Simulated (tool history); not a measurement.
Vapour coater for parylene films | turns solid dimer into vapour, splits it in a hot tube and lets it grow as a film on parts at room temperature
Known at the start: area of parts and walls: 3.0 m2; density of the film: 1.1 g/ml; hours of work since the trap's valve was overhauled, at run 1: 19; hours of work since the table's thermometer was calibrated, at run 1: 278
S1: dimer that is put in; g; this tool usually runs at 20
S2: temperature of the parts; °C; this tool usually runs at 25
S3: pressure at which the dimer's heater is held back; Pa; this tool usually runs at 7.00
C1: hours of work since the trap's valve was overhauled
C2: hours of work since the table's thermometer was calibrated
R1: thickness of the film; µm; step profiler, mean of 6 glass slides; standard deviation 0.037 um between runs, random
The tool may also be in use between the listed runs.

run 1 hour=0.0 | S1=20 S2=25 S3=7.00 | C1=19 C2=278 | R1=3.89
run 2 hour=17.4 | S1=20 S2=25 S3=7.00 | C1=26 C2=285 | R1=3.98
run 3 hour=42.1 | S1=20 S2=25 S3=7.00 | C1=36 C2=295 | R1=3.96
run 4 hour=61.5 | S1=20 S2=25 S3=7.00 | C1=44 C2=303 | R1=3.91
run 5 hour=84.2 | S1=20 S2=25 S3=7.00 | C1=53 C2=312 | R1=3.98
run 6 hour=97.7 | S1=20 S2=25 S3=7.00 | C1=59 C2=317 | R1=3.92
run 7 hour=123.1 | S1=20 S2=25 S3=7.00 | C1=69 C2=328 | R1=3.97
run 8 hour=145.5 | S1=29 S2=25 S3=7.00 | C1=78 C2=337 | R1=5.66
run 9 hour=163.3 | S1=20 S2=18 S3=7.00 | C1=86 C2=344 | R1=5.26
run 10 hour=175.9 | S1=20 S2=18 S3=7.00 | C1=91 C2=349 | R1=5.25
run 11 hour=191.4 | S1=20 S2=18 S3=5.95 | C1=97 C2=356 | R1=5.47
run 12 hour=208.2 | S1=20 S2=23 S3=7.00 | C1=104 C2=363 | R1=4.28
run 13 hour=231.8 | S1=20 S2=23 S3=7.00 | C1=114 C2=372 | R1=4.36
run 14 hour=253.8 | S1=20 S2=23 S3=7.00 | C1=123 C2=381 | R1=4.35
run 15 hour=268.2 | S1=20 S2=23 S3=7.00 | C1=129 C2=387 | R1=4.28
run 16 hour=281.7 | S1=20 S2=23 S3=7.00 | C1=134 C2=393 | R1=4.32
run 17 hour=297.7 | S1=20 S2=23 S3=7.00 | C1=141 C2=399 | R1=4.30
run 18 hour=309.6 | S1=20 S2=23 S3=3.23 | C1=145 C2=404 | R1=5.04
run 19 hour=335.3 | S1=20 S2=22 S3=7.00 | C1=156 C2=414 | R1=4.46
run 20 hour=359.0 | S1=32 S2=32 S3=9.67 | C1=166 C2=424 | R1=4.28
run 21 hour=377.0 | S1=16 S2=36 S3=9.11 | C1=173 C2=431 | R1=1.86
run 22 hour=398.6 | S1=16 S2=36 S3=9.11 | C1=182 C2=440 | R1=1.84
run 23 hour=410.6 | S1=20 S2=18 S3=10.46 | C1=187 C2=445 | R1=4.95
run 24 hour=436.7 | S1=20 S2=18 S3=10.46 | C1=197 C2=456 | R1=4.90
run 25 hour=451.2 | S1=20 S2=18 S3=10.46 | C1=203 C2=462 | R1=4.83
run 26 hour=475.1 | S1=20 S2=18 S3=10.46 | C1=213 C2=472 | R1=4.90
run 27 hour=487.3 | S1=20 S2=29 S3=2.61 | C1=218 C2=476 | R1=4.08
run 28 hour=506.5 | S1=33 S2=21 S3=4.36 | C1=226 C2=484 | R1=8.41
run 29 hour=518.6 | S1=33 S2=21 S3=4.36 | C1=231 C2=489 | R1=8.42
run 30 hour=534.1 | S1=13 S2=35 S3=7.95 | C1=237 C2=496 | R1=1.62
run 31 hour=558.3 | S1=13 S2=35 S3=7.95 | C1=247 C2=505 | R1=1.59

Hidden state or all else? Some run-to-run changes of R1, split into what the settings, what came in and random variation would give without the hidden state, and what is left for the hidden state (with any gauge scatter that isn't in both results):
Hidden conditions of the tool in this case: vapour lost through the trap's worn valve, %; true temperature of the parts over the reading, C; drift of the gauge itself on film_um, %.
Run 1 -> 2: settings left as they were, no log entry in between. R1 +0.09 µm: hidden state -0.01, all else +0.10.
Run 22 -> 23: S1 16 -> 20, S2 36 -> 18, S3 9.11 -> 10.46. R1 +3.11 µm: hidden state -0.01, all else +3.12.
Run 27 -> 28: S1 20 -> 33, S2 29 -> 21, S3 2.61 -> 4.36. R1 +4.33 µm: hidden state -0.02, all else +4.35.
Run 29 -> 30: S1 33 -> 13, S2 21 -> 35, S3 4.36 -> 7.95. R1 -6.80 µm: hidden state +0.04, all else -6.84.

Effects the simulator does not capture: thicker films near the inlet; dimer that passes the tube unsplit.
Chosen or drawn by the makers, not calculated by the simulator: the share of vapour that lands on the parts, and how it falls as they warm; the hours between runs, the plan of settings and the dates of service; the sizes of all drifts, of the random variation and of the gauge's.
